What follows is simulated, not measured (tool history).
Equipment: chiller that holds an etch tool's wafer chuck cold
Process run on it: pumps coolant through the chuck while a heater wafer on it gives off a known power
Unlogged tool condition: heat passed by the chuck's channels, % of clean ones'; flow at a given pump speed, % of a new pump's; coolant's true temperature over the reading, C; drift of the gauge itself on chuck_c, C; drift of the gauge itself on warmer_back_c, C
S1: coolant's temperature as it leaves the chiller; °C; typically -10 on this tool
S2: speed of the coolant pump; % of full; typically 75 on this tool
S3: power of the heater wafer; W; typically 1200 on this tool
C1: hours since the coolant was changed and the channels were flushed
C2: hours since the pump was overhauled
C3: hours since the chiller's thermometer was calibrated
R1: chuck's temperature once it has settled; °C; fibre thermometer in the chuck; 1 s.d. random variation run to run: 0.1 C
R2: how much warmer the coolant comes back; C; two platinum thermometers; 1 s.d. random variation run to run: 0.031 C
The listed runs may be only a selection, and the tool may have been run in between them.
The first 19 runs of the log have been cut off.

run	hour	S1	S2	S3	C1	C2	C3	R1	R2
# hour 2285.2: chiller's thermometer calibrated
20	2375.7	-4	74	946	3608	3608	90	8.5	2.54
21	2457.7	-4	74	946	3690	3690	173	8.5	2.56
22	2554.2	-10	75	960	3787	3787	269	2.6	2.55
23	2699.3	-10	93	1675	3932	3932	414	8.7	3.55
24	2787.0	-10	86	737	4020	4020	502	-1.1	1.68
25	2920.9	-18	62	608	4154	4154	636	-8.5	2.04
26	3047.7	-2	70	981	4280	4280	763	11.9	2.87
27	3166.1	-2	70	981	4399	4399	881	12.2	2.88
28	3316.6	-2	70	981	4549	4549	1031	12.2	2.94
29	3399.7	-2	70	981	4632	4632	1115	12.4	2.90
30	3541.3	-15	62	981	4774	4774	1256	0.9	3.32
31	3702.6	-4	96	1725	4935	4935	1417	16.1	3.59
32	3857.6	-17	75	1005	5090	5090	1572	-2.4	2.70

Predict each of these 4 candidate next runs independently; none follows another, all start after run 32:
A	3974.9	-10	75	1010	5208	5208	1690	?	?
B	3974.9	-4	62	1464	5208	5208	1690	?	?
C	3974.9	-16	66	1200	5208	5208	1690	?	?
D	3974.9	-17	75	1177	5208	5208	1690	?	?

run	R1	R2
A	4.6	2.74
B	20.5	4.95
C	3.0	3.79
D	-0.1	3.24
Take away the tool's hidden state, keep each run's random variation, and the runs would have read:
run	R1	R2
A	0.9	2.52
B	14.4	4.55
C	-1.8	3.49
D	-4.4	2.98

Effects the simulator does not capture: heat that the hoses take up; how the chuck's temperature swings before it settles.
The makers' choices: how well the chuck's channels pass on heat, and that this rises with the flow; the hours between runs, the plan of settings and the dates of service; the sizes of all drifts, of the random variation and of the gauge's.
